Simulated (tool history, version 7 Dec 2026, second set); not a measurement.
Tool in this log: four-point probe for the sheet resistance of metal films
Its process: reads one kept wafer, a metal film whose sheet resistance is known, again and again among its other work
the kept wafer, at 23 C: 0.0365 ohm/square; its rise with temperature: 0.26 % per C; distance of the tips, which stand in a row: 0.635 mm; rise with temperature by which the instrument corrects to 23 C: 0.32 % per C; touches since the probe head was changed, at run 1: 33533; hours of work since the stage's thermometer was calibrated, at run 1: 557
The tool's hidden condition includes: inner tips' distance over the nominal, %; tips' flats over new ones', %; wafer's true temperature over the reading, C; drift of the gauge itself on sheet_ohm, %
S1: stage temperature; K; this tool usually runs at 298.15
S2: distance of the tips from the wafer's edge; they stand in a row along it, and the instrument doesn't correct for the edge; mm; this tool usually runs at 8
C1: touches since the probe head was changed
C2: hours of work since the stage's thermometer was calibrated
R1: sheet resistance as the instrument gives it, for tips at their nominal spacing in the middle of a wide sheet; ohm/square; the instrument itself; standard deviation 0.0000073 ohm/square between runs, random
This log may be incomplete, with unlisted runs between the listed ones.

| run | hour | S1 | S2 | C1 | C2 | R1 |
|---|---|---|---|---|---|---|
| 1 | 0.0 | 298.15 | 8 | 33533 | 557 | 0.036480 |
| 2 | 54.3 | 298.15 | 8 | 35204 | 580 | 0.036481 |
| 3 | 95.3 | 300.15 | 8 | 36466 | 598 | 0.036441 |
| 4 | 120.5 | 300.15 | 8 | 37243 | 609 | 0.036456 |
| 5 | 150.9 | 298.15 | 8 | 38177 | 622 | 0.036481 |
| 6 | 177.0 | 298.15 | 8 | 38982 | 633 | 0.036491 |
| 7 | 200.4 | 298.15 | 15 | 39703 | 643 | 0.036401 |
| 8 | 225.7 | 298.15 | 15 | 40481 | 654 | 0.036404 |
| 9 | 281.1 | 298.15 | 15 | 42185 | 678 | 0.036407 |
| 10 | 313.9 | 300.15 | 11 | 43196 | 692 | 0.036391 |
| 11 | 352.7 | 291.15 | 4 | 44389 | 708 | 0.037006 |
| 12 | 398.5 | 291.15 | 4 | 45799 | 728 | 0.037008 |
| 13 | 430.2 | 291.15 | 11 | 46776 | 742 | 0.036585 |
| 14 | 485.4 | 291.15 | 11 | 48475 | 765 | 0.036589 |
| 15 | 530.6 | 292.15 | 8 | 49866 | 785 | 0.036649 |
| 16 | 569.2 | 293.15 | 31 | 51054 | 801 | 0.036489 |

Expected results for the next run?
| 17 | 612.5 | 293.15 | 31 | 52388 | 820 | ? |

{"run 17": {"R1": 0.036489}}
Take away the tool's hidden state, keep the run-to-run variation as it was, and the same run would have given R1 0.036561 ohm/square.

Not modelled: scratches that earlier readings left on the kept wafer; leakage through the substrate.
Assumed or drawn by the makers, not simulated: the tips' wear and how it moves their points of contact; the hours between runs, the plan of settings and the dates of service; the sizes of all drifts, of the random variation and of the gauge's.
